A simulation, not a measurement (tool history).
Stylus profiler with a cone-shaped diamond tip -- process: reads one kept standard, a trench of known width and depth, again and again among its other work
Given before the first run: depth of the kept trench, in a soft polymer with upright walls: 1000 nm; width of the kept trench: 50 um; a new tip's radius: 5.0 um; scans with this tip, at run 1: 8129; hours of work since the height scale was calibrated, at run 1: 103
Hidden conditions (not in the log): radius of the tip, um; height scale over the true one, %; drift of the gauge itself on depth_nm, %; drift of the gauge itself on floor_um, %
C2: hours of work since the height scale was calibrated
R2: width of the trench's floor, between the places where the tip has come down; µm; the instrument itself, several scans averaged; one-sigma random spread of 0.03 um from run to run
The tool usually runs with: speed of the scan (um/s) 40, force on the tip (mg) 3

run 1 day=0 | speed_of_the_scan_(um/s)=40 force_on_the_tip_(mg)=3 | scans_with_this_tip=8129 C2=103 | depth_of_the_trench_(nm)=1013.07 R2=43.08
run 2 day=2.279 | speed_of_the_scan_(um/s)=40 force_on_the_tip_(mg)=3 | scans_with_this_tip=8328 C2=138 | depth_of_the_trench_(nm)=1012.82 R2=43.1
run 3 day=7.279 | speed_of_the_scan_(um/s)=40 force_on_the_tip_(mg)=3 | scans_with_this_tip=8766 C2=213 | depth_of_the_trench_(nm)=1013.12 R2=43.06
run 4 day=12.004 | speed_of_the_scan_(um/s)=40 force_on_the_tip_(mg)=3 | scans_with_this_tip=9179 C2=284 | depth_of_the_trench_(nm)=1013.6 R2=43.04
run 5 day=14.742 | speed_of_the_scan_(um/s)=40 force_on_the_tip_(mg)=3 | scans_with_this_tip=9419 C2=326 | depth_of_the_trench_(nm)=1014.25 R2=42.95
run 6 day=17.808 | speed_of_the_scan_(um/s)=40 force_on_the_tip_(mg)=3 | scans_with_this_tip=9687 C2=372 | depth_of_the_trench_(nm)=1014 R2=43
run 7 day=22.308 | speed_of_the_scan_(um/s)=40 force_on_the_tip_(mg)=3 | scans_with_this_tip=10081 C2=440 | depth_of_the_trench_(nm)=1014.02 R2=42.95
run 8 day=26.254 | speed_of_the_scan_(um/s)=40 force_on_the_tip_(mg)=3.03 | scans_with_this_tip=10426 C2=499 | depth_of_the_trench_(nm)=1014.78 R2=42.91
run 9 day=30.421 | speed_of_the_scan_(um/s)=40 force_on_the_tip_(mg)=5.95 | scans_with_this_tip=10791 C2=562 | depth_of_the_trench_(nm)=1022.18 R2=42.99
run 10 day=33.412 | speed_of_the_scan_(um/s)=98 force_on_the_tip_(mg)=3 | scans_with_this_tip=11053 C2=607 | depth_of_the_trench_(nm)=1015.02 R2=42.55
run 11 day=38.842 | speed_of_the_scan_(um/s)=98 force_on_the_tip_(mg)=3 | scans_with_this_tip=11527 C2=689 | depth_of_the_trench_(nm)=1015.23 R2=42.51
run 12 day=43.554 | speed_of_the_scan_(um/s)=98 force_on_the_tip_(mg)=3 | scans_with_this_tip=11940 C2=760 | depth_of_the_trench_(nm)=1016.1 R2=42.51
run 13 day=48.438 | speed_of_the_scan_(um/s)=98 force_on_the_tip_(mg)=3 | scans_with_this_tip=12367 C2=834 | depth_of_the_trench_(nm)=1015.91 R2=42.46
run 14 day=53.171 | speed_of_the_scan_(um/s)=98 force_on_the_tip_(mg)=3 | scans_with_this_tip=12781 C2=905 | depth_of_the_trench_(nm)=1016.35 R2=42.42
run 15 day=56.692 | speed_of_the_scan_(um/s)=98 force_on_the_tip_(mg)=3 | scans_with_this_tip=13089 C2=958 | depth_of_the_trench_(nm)=1016.7 R2=42.43
run 16 day=59.708 | speed_of_the_scan_(um/s)=98 force_on_the_tip_(mg)=3 | scans_with_this_tip=13353 C2=1004 | depth_of_the_trench_(nm)=1016.28 R2=42.43
run 17 day=63.5 | speed_of_the_scan_(um/s)=98 force_on_the_tip_(mg)=3 | scans_with_this_tip=13685 C2=1061 | depth_of_the_trench_(nm)=1017.29 R2=42.37
run 18 day=67.058 | speed_of_the_scan_(um/s)=40 force_on_the_tip_(mg)=3 | scans_with_this_tip=13997 C2=1115 | depth_of_the_trench_(nm)=1017.39 R2=42.68
run 19 day=71.246 | speed_of_the_scan_(um/s)=40 force_on_the_tip_(mg)=3 | scans_with_this_tip=14363 C2=1178 | depth_of_the_trench_(nm)=1017.42 R2=42.67
run 20 day=74.8 | speed_of_the_scan_(um/s)=40 force_on_the_tip_(mg)=3 | scans_with_this_tip=14674 C2=1231 | depth_of_the_trench_(nm)=1017.21 R2=42.63
-- day=75.642 height scale calibrated on a step standard
run 21 day=80.183 | speed_of_the_scan_(um/s)=40 force_on_the_tip_(mg)=3 | scans_with_this_tip=15143 C2=69 | depth_of_the_trench_(nm)=1013.15 R2=42.61
run 22 day=82.621 | speed_of_the_scan_(um/s)=18 force_on_the_tip_(mg)=3 | scans_with_this_tip=15356 C2=105 | depth_of_the_trench_(nm)=1013.1 R2=42.77
run 23 day=86.912 | speed_of_the_scan_(um/s)=18 force_on_the_tip_(mg)=3 | scans_with_this_tip=15732 C2=170 | depth_of_the_trench_(nm)=1013.8 R2=42.7
run 24 day=90.583 | speed_of_the_scan_(um/s)=18 force_on_the_tip_(mg)=3 | scans_with_this_tip=16053 C2=225 | depth_of_the_trench_(nm)=1013.53 R2=42.69
run 25 day=95.971 | speed_of_the_scan_(um/s)=18 force_on_the_tip_(mg)=3 | scans_with_this_tip=16525 C2=307 | depth_of_the_trench_(nm)=1014.35 R2=42.71
run 26 day=101.146 | speed_of_the_scan_(um/s)=18 force_on_the_tip_(mg)=3 | scans_with_this_tip=16977 C2=385 | depth_of_the_trench_(nm)=1014.15 R2=42.61
run 27 day=103.942 | speed_of_the_scan_(um/s)=19 force_on_the_tip_(mg)=1.69 | scans_with_this_tip=17222 C2=427 | depth_of_the_trench_(nm)=1010.96 R2=42.61
run 28 day=108.179 | speed_of_the_scan_(um/s)=39 force_on_the_tip_(mg)=5.14 | scans_with_this_tip=17593 C2=491 | depth_of_the_trench_(nm)=1020.74 R2=42.52
run 29 day=112.721 | speed_of_the_scan_(um/s)=39 force_on_the_tip_(mg)=5.14 | scans_with_this_tip=17990 C2=559 | depth_of_the_trench_(nm)=1020.84 R2=42.54
run 30 day=118.042 | speed_of_the_scan_(um/s)=89 force_on_the_tip_(mg)=8.41 | scans_with_this_tip=18456 C2=639 | depth_of_the_trench_(nm)=1027.75 R2=42.34
run 31 day=120.617 | speed_of_the_scan_(um/s)=86 force_on_the_tip_(mg)=4.73 | scans_with_this_tip=18681 C2=678 | depth_of_the_trench_(nm)=1020.7 R2=42.21
run 32 day=126.046 | speed_of_the_scan_(um/s)=78 force_on_the_tip_(mg)=3 | scans_with_this_tip=19156 C2=760 | depth_of_the_trench_(nm)=1016.51 R2=42.14
run 33 day=130.804 | speed_of_the_scan_(um/s)=78 force_on_the_tip_(mg)=3 | scans_with_this_tip=19572 C2=832 | depth_of_the_trench_(nm)=1016.75 R2=42.1
run 34 day=133.446 | speed_of_the_scan_(um/s)=78 force_on_the_tip_(mg)=3 | scans_with_this_tip=19804 C2=872 | depth_of_the_trench_(nm)=1017.07 R2=42.08
run 35 day=135.708 | speed_of_the_scan_(um/s)=40 force_on_the_tip_(mg)=2.02 | scans_with_this_tip=20002 C2=906 | depth_of_the_trench_(nm)=1013.68 R2=42.28
run 36 day=140.229 | speed_of_the_scan_(um/s)=40 force_on_the_tip_(mg)=2.02 | scans_with_this_tip=20397 C2=974 | depth_of_the_trench_(nm)=1014.16 R2=42.25
run 37 day=144.704 | speed_of_the_scan_(um/s)=40 force_on_the_tip_(mg)=2.02 | scans_with_this_tip=20789 C2=1042 | depth_of_the_trench_(nm)=1014.4 R2=42.23
run 38 day=148.596 | speed_of_the_scan_(um/s)=13 force_on_the_tip_(mg)=5.92 | scans_with_this_tip=21129 C2=1100 | depth_of_the_trench_(nm)=1024.73 R2=42.42
run 39 day=151.058 | speed_of_the_scan_(um/s)=94 force_on_the_tip_(mg)=4.13 | scans_with_this_tip=21345 C2=1137 | depth_of_the_trench_(nm)=1020.93 R2=41.98
run 40 day=154.079 | speed_of_the_scan_(um/s)=45 force_on_the_tip_(mg)=4.13 | scans_with_this_tip=21609 C2=1183 | depth_of_the_trench_(nm)=1021.12 R2=42.23
run 41 day=156.838 | speed_of_the_scan_(um/s)=10 force_on_the_tip_(mg)=1.23 | scans_with_this_tip=21850 C2=1225 | depth_of_the_trench_(nm)=1012.72 R2=42.35
-- day=158.117 height scale calibrated on a step standard
run 42 day=161.712 | speed_of_the_scan_(um/s)=45 force_on_the_tip_(mg)=4.87 | scans_with_this_tip=22275 C2=54 | depth_of_the_trench_(nm)=1017.19 R2=42.16
run 43 day=165.942 | speed_of_the_scan_(um/s)=27 force_on_the_tip_(mg)=1.77 | scans_with_this_tip=22645 C2=118 | depth_of_the_trench_(nm)=1009.05 R2=42.21
run 44 day=168.538 | speed_of_the_scan_(um/s)=36 force_on_the_tip_(mg)=4.78 | scans_with_this_tip=22872 C2=157 | depth_of_the_trench_(nm)=1017.63 R2=42.18
run 45 day=172.258 | speed_of_the_scan_(um/s)=36 force_on_the_tip_(mg)=4.78 | scans_with_this_tip=23198 C2=213 | depth_of_the_trench_(nm)=1018.03 R2=42.19

How the hidden state differs across the entries between the runs, from the last listed run before each to the first after it:
In the gap between runs 20 and 21: height scale calibrated on a step standard (day 75.642)
  radius of the tip, um: 6.83 -> 6.88; height scale over the true one, %: 0.501 -> 0.054
  measured value less the no-hidden-state value, depth of the trench (nm): +5.07 -> +0.55; R2: -1.12 -> -1.15 µm
In the gap between runs 41 and 42: height scale calibrated on a step standard (day 158.117)
  radius of the tip, um: 7.65 -> 7.69; height scale over the true one, %: 0.553 -> 0.008
  measured value less the no-hidden-state value, depth of the trench (nm): +5.57 -> +0.08; R2: -1.56 -> -1.59 µm
